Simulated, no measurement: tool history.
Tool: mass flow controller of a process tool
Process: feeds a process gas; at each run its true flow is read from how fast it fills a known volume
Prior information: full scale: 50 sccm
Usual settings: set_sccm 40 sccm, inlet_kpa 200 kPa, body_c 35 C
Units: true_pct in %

| run | day | set_sccm | inlet_kpa | body_c | true_pct |
|---|---|---|---|---|---|
| 1 | 0.000 | 40 | 200 | 35 | 100.80 |
| 2 | 9.050 | 40 | 200 | 34 | 100.49 |
| 3 | 18.671 | 40 | 200 | 34 | 100.47 |
| 4 | 28.338 | 40 | 200 | 34 | 100.49 |
| 5 | 34.625 | 40 | 200 | 34 | 100.32 |
| 6 | 39.288 | 40 | 200 | 34 | 100.39 |
| 7 | 48.283 | 40 | 200 | 34 | 100.28 |
| 8 | 55.617 | 9 | 200 | 35 | 98.94 |
| 9 | 62.033 | 9 | 207 | 35 | 98.77 |
| 10 | 68.567 | 9 | 207 | 35 | 98.75 |
| 11 | 75.200 | 9 | 207 | 35 | 98.57 |
| 12 | 79.925 | 9 | 207 | 35 | 98.50 |
| 13 | 85.425 | 49 | 200 | 35 | 100.62 |
| 14 | 91.821 | 49 | 200 | 35 | 100.63 |
| 15 | 98.000 | 40 | 200 | 35 | 100.16 |
| 16 | 108.275 | 40 | 200 | 35 | 100.26 |
| 17 | 115.083 | 40 | 252 | 35 | 100.08 |
| 18 | 122.767 | 13 | 200 | 35 | 98.71 |
| 19 | 129.138 | 13 | 200 | 35 | 98.87 |
| 20 | 134.767 | 13 | 200 | 35 | 98.74 |
| 21 | 141.579 | 13 | 200 | 35 | 98.57 |
| 22 | 149.367 | 13 | 200 | 35 | 98.64 |
| 23 | 157.950 | 8 | 200 | 35 | 97.56 |
| 24 | 163.146 | 15 | 200 | 35 | 98.60 |
| 25 | 171.212 | 17 | 200 | 35 | 98.86 |
| 26 | 177.488 | 17 | 206 | 20 | 97.20 |
| 27 | 186.708 | 26 | 141 | 21 | 98.01 |
| 28 | 195.192 | 26 | 141 | 21 | 98.05 |
| 29 | 205.088 | 26 | 214 | 32 | 98.86 |

Hidden state or all else? Some run-to-run changes of true_pct, split into what the settings, what came in and random variation would give without the hidden state, and what is left for the hidden state (with any gauge scatter that isn't in both results):
Hidden state at play: flow at rest that the sensor doesn't see, % of full scale; true flow over the shown one, %; drift of the gauge itself on true_pct, %.
Run 12 -> 13: set_sccm 9 -> 49, inlet_kpa 207 -> 200. true_pct +2.12 %: hidden state +0.83, all else +1.29.
Run 23 -> 24: set_sccm 8 -> 15. true_pct +1.04 %: hidden state +0.84, all else +0.20.
Run 25 -> 26: inlet_kpa 200 -> 206, body_c 35 -> 20. true_pct -1.66 %: hidden state -0.02, all else -1.64.
